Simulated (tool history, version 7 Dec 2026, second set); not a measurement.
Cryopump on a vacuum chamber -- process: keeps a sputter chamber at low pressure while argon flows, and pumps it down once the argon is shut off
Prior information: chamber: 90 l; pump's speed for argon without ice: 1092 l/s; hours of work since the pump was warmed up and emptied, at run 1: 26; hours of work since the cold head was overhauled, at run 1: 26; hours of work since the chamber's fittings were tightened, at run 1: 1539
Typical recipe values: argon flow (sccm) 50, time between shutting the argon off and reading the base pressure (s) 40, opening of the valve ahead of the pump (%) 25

run    hour  argon flow (sccm)  time between shutting the argon off and reading the base pressure (s)  opening of the valve ahead of the pump (%)  hours of work since the pump was warmed up and emptied  hours of work since the cold head was overhauled  hours of work since the chamber's fittings were tightened  pressure while argon flows (Pa)  pressure after the wait (uPa)
  1     0.0                 50                                                                     40                                          25                                                      26                                                26                                                       1539                           0.3124                           3.89
  2   113.1                 66                                                                     40                                          25                                                      83                                                83                                                       1596                           0.4172                           3.92
  3   210.8                 66                                                                     40                                          25                                                     132                                               132                                                       1645                           0.4166                           3.89
  4   261.4                 66                                                                     40                                          25                                                     157                                               157                                                       1670                           0.4170                           4.04
  5   365.6                 66                                                                     40                                          25                                                     209                                               209                                                       1722                           0.4206                           4.01
  6   444.5                 66                                                                     40                                          25                                                     248                                               248                                                       1762                           0.4268                           3.95
  7   541.4                 66                                                                     40                                          25                                                     297                                               297                                                       1810                           0.4286                           4.05
  8   629.0                 53                                                                     40                                          25                                                     341                                               341                                                       1854                           0.3470                           4.13
  9   740.2                 53                                                                     40                                          25                                                     396                                               396                                                       1910                           0.3491                           4.02
 10   827.0                 53                                                                     40                                          25                                                     440                                               440                                                       1953                           0.3515                           4.12
 11   928.5                 50                                                                     40                                          25                                                     490                                               490                                                       2004                           0.3382                           4.22
 12  1016.8                 50                                                                     40                                          25                                                     535                                               535                                                       2048                           0.3422                           4.22
 13  1068.7                 50                                                                     23                                          25                                                     561                                               561                                                       2074                           0.3405                           6.69
     1133.4  -- pump warmed up, emptied and cooled again
 14  1172.3                 50                                                                     40                                          25                                                      19                                               610                                                       2123                           0.3118                           3.98
 15  1236.8                 50                                                                     40                                          25                                                      52                                               642                                                       2155                           0.3159                           4.06
 16  1303.6                 50                                                                     40                                          25                                                      85                                               676                                                       2189                           0.3150                           4.04
 17  1408.6                 41                                                                     40                                          25                                                     138                                               728                                                       2241                           0.2602                           4.12
 18  1512.1                 41                                                                     40                                          25                                                     189                                               780                                                       2293                           0.2637                           4.23
 19  1618.0                 28                                                                     40                                          35                                                     242                                               833                                                       2346                           0.1308                           4.18
 20  1688.0                 50                                                                    150                                          22                                                     277                                               868                                                       2381                           0.3648                           1.87
 21  1739.3                 50                                                                    150                                          22                                                     303                                               893                                                       2407                           0.3691                           1.91
 22  1828.6                 50                                                                    150                                          22                                                     348                                               938                                                       2451                           0.3721                           1.93
 23  1930.7                 50                                                                    150                                          22                                                     399                                               989                                                       2502                           0.3749                           1.95
 24  1988.2                 26                                                                    150                                          51                                                     428                                              1018                                                       2531                           0.0914                           2.06
 25  2099.3                 50                                                                     61                                          25                                                     483                                              1074                                                       2587                           0.3377                           3.29
 26  2183.1                 62                                                                     27                                          25                                                     525                                              1115                                                       2629                           0.4214                           6.15
 27  2238.5                 29                                                                    281                                          22                                                     553                                              1143                                                       2656                           0.2227                           1.70
     2316.4  -- pump warmed up, emptied and cooled again
 28  2338.6                 50                                                                     46                                          18                                                      11                                              1191                                                       2704                           0.4277                           3.73
 29  2437.0                 84                                                                    130                                          36                                                      60                                              1240                                                       2753                           0.3687                           2.01
 30  2506.3                 46                                                                     40                                          15                                                      95                                              1275                                                       2788                           0.4817                           4.24
 31  2560.6                 50                                                                     40                                          54                                                     122                                              1302                                                       2815                           0.1497                           4.25
 32  2634.9                 50                                                                     40                                          54                                                     159                                              1339                                                       2852                           0.1532                           4.34
 33  2740.2                 50                                                                     35                                          28                                                     212                                              1392                                                       2905                           0.2863                           4.70

Below are 4 alternative next runs, each starting from the tool's condition after run 33. Predict each:
  A  2847.8                 47                                                                     43                                          25                                                     266                                              1445                                                       2959                                ?                              ?
  B  2847.8                 42                                                                    146                                          18                                                     266                                              1445                                                       2959                                ?                              ?
  C  2847.8                 50                                                                     26                                          28                                                     266                                              1445                                                       2959                                ?                              ?
  D  2847.8                 74                                                                    107                                          17                                                     266                                              1445                                                       2959                                ?                              ?

run  pressure while argon flows (Pa)  pressure after the wait (uPa)
  A                           0.3061                           4.26
  B                           0.3720                           2.06
  C                           0.2916                           6.11
  D                           0.6982                           2.34
The same runs, with their run-to-run variation unchanged, on a tool lacking any hidden condition would have given:
run  pressure while argon flows (Pa)  pressure after the wait (uPa)
  A                           0.2928                           3.33
  B                           0.3603                           1.14
  C                           0.2776                           5.20
  D                           0.6774                           1.44

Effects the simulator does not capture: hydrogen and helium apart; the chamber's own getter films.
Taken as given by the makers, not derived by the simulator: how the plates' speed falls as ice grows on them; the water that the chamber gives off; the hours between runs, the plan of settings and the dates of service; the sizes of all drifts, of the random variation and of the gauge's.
